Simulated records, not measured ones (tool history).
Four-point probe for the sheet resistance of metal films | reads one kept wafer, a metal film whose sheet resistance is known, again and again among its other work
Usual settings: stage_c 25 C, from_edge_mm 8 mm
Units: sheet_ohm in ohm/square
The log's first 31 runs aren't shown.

{"run": 32, "hour": 1005.8, "stage_c": 30, "from_edge_mm": 12, "sheet_ohm": 0.333156}
{"run": 33, "hour": 1028.5, "stage_c": 20, "from_edge_mm": 5, "sheet_ohm": 0.34281}
{"run": 34, "hour": 1069.9, "stage_c": 25, "from_edge_mm": 5, "sheet_ohm": 0.340697}
{"run": 35, "hour": 1092.0, "stage_c": 25, "from_edge_mm": 5, "sheet_ohm": 0.340759}
{"run": 36, "hour": 1110.4, "stage_c": 25, "from_edge_mm": 5, "sheet_ohm": 0.340837}
{"run": 37, "hour": 1152.1, "stage_c": 25, "from_edge_mm": 5, "sheet_ohm": 0.340845}
{"run": 38, "hour": 1184.7, "stage_c": 30, "from_edge_mm": 3, "sheet_ohm": 0.350656}
{"run": 39, "hour": 1221.1, "stage_c": 28, "from_edge_mm": 67, "sheet_ohm": 0.332753}
{"run": 40, "hour": 1238.6, "stage_c": 28, "from_edge_mm": 67, "sheet_ohm": 0.332644}

5 ways to go on from here, each from the tool as it stands after run 40. What would each give?
{"run": "A", "hour": 1259.1, "stage_c": 18, "from_edge_mm": 67, "sheet_ohm": "?"}
{"run": "B", "hour": 1259.1, "stage_c": 21, "from_edge_mm": 30, "sheet_ohm": "?"}
{"run": "C", "hour": 1259.1, "stage_c": 21, "from_edge_mm": 15, "sheet_ohm": "?"}
{"run": "D", "hour": 1259.1, "stage_c": 33, "from_edge_mm": 8, "sheet_ohm": "?"}
{"run": "E", "hour": 1259.1, "stage_c": 33, "from_edge_mm": 72, "sheet_ohm": "?"}

run=A sheet_ohm=0.336511
run=B sheet_ohm=0.335476
run=C sheet_ohm=0.336131
run=D sheet_ohm=0.333615
run=E sheet_ohm=0.330786
Without the tool's hidden state the same runs would have given:
run=A sheet_ohm=0.339225
run=B sheet_ohm=0.338184
run=C sheet_ohm=0.338844
run=D sheet_ohm=0.336317
run=E sheet_ohm=0.333466
